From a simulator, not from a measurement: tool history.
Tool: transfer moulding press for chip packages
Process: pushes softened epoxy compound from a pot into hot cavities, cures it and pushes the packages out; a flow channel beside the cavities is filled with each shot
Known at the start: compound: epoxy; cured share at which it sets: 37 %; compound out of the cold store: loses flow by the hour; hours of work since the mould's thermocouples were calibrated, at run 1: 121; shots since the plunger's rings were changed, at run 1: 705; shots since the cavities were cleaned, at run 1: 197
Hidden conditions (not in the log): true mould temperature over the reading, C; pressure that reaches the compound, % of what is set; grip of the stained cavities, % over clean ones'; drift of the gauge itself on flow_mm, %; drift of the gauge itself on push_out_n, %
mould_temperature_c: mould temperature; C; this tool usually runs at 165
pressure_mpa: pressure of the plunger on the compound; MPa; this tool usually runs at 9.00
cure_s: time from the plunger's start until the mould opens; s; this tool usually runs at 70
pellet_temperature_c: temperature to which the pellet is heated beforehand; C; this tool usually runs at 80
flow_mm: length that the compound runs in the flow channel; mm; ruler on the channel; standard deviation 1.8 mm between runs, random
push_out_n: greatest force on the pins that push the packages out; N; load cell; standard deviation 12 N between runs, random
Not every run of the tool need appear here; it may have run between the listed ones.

run    day  mould_temperature_c  pressure_mpa  cure_s  pellet_temperature_c  hours of work since the mould's thermocouples were calibrated  shots since the plunger's rings were changed  shots since the cavities were cleaned  incoming compound's hours out of the cold store  flow_mm  push_out_n
  1  0.000                  165          9.00      70                    80                                                            121                                           705                                    197                                             24.0      890         746
  2  0.446                  165          9.00      70                    74                                                            126                                           821                                    313                                             17.8      912         860
  3  0.867                  167          9.00      70                    80                                                            131                                           931                                    423                                             10.0      920         821
  4  1.221                  164          9.00      70                    80                                                            135                                          1023                                    515                                              8.3      939        1056
  5  1.467                  164          9.00      70                    80                                                            137                                          1087                                    579                                             23.0      900        1100
  6  1.717                  164          9.00      70                    80                                                            140                                          1153                                    645                                             12.9      926        1118
     1.921  -- cavities cleaned with cleaning compound and waxed
  7  2.158                  164          9.00      70                    80                                                            144                                          1252                                     63                                             37.6      862         676
  8  2.525                  165          9.00      76                    80                                                            149                                          1347                                    158                                             30.6      872         652
  9  2.854                  170          7.94      70                    90                                                            152                                          1432                                    243                                             44.4      762         641
 10  3.242                  167          9.00      68                    80                                                            156                                          1534                                    345                                             42.6      832         814
 11  3.617                  158          7.89     103                    83                                                            161                                          1631                                    442                                             16.0      889         784
 12  3.821                  158          7.89      67                    83                                                            163                                          1685                                    496                                             14.5      891        1915

Run 13 has not been measured yet. What should we expect?
 13  4.196                  158          7.89      67                    83                                                            167                                          1783                                    594                                             28.1        ?           ?

flow_mm: 852 mm
push_out_n: 1840 N
Were there no unlogged condition in the tool, this run, its random variation unchanged, would have produced flow_mm 870 mm, push_out_n 1090 N.
